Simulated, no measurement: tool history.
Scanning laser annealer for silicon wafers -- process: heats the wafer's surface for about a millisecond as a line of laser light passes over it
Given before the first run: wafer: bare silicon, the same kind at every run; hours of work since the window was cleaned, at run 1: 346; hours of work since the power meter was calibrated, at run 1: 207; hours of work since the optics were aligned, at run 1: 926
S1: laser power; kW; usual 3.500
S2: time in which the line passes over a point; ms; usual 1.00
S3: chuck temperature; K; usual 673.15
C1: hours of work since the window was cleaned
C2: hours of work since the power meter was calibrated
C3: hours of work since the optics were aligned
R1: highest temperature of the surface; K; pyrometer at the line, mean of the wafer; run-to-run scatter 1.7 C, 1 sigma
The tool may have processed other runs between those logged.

run,hour,S1,S2,S3,C1,C2,C3,R1
1,0.0,3.500,1.00,673.15,346,207,926,1375.15
2,7.2,3.500,1.00,673.15,351,211,930,1375.15
3,15.3,3.500,1.00,673.15,356,216,935,1374.15
4,22.9,3.766,1.00,673.15,360,221,940,1421.15
5,26.6,3.500,1.00,684.15,362,223,942,1385.15
6,34.3,3.548,1.00,673.15,367,228,946,1380.15
7,41.5,3.500,1.00,673.15,371,232,951,1373.15
8,50.0,3.500,1.00,673.15,376,237,956,1376.15
9,57.9,3.500,0.72,673.15,381,242,960,1248.15
10,64.5,3.500,0.99,673.15,385,246,964,1369.15
11,71.6,3.500,0.99,673.15,389,250,969,1371.15
12,76.3,3.500,1.00,673.15,392,253,971,1373.15
13,81.1,3.500,0.89,673.15,395,255,974,1328.15
14,85.2,3.500,0.89,673.15,397,258,977,1327.15
15,90.3,3.500,0.89,673.15,400,261,980,1329.15
16,97.8,3.524,0.89,673.15,405,265,984,1333.15
17,101.9,3.524,0.89,673.15,407,268,987,1330.15
18,109.4,3.524,0.89,673.15,412,272,991,1331.15
19,116.6,3.524,0.89,673.15,416,277,995,1333.15
20,121.4,3.270,0.89,673.15,419,279,998,1287.15
21,125.1,3.012,1.00,643.15,421,282,1001,1256.15
22,130.8,3.012,1.00,643.15,424,285,1004,1251.15
23,139.0,3.330,1.16,708.15,429,290,1009,1442.15
24,143.6,3.439,1.21,695.15,432,293,1012,1464.15
25,151.9,3.438,1.08,707.15,437,298,1016,1426.15
26,160.7,3.408,1.01,691.15,442,303,1022,1376.15
27,169.4,3.408,0.74,691.15,447,308,1027,1264.15
28,174.6,3.408,0.74,691.15,450,311,1030,1262.15
29,183.0,3.408,0.75,635.15,455,316,1035,1211.15
30,187.4,3.539,1.00,690.15,458,319,1038,1399.15
31,196.4,3.299,0.89,673.15,463,324,1043,1294.15
32,201.5,3.677,0.92,658.15,466,327,1046,1357.15
33,210.5,3.677,0.92,658.15,472,332,1051,1359.15
34,214.3,3.405,0.87,673.15,474,335,1054,1300.15
35,220.5,3.054,0.81,654.15,478,338,1057,1199.15
36,229.0,3.090,0.97,700.15,483,343,1062,1314.15
37,233.2,3.418,1.06,658.15,485,346,1065,1368.15
38,241.5,3.418,1.06,658.15,490,351,1070,1365.15
39,246.8,3.418,1.06,658.15,493,354,1073,1367.15
40,255.3,3.505,0.96,683.15,499,359,1078,1370.15

Alternative continuations, all from the tool just after run 40; predict every row:
A,260.4,3.662,0.89,639.15,502,362,1081,?
B,260.4,3.245,0.86,704.15,502,362,1081,?
C,260.4,3.270,0.84,683.15,502,362,1081,?
D,260.4,3.258,1.19,643.15,502,362,1081,?
E,260.4,3.527,1.00,673.15,502,362,1081,?

run,R1
A,1322.15
B,1305.15
C,1280.15
D,1372.15
E,1378.15
Without the tool's hidden state the same runs would have given:
run,R1
A,1324.15
B,1306.15
C,1281.15
D,1374.15
E,1380.15

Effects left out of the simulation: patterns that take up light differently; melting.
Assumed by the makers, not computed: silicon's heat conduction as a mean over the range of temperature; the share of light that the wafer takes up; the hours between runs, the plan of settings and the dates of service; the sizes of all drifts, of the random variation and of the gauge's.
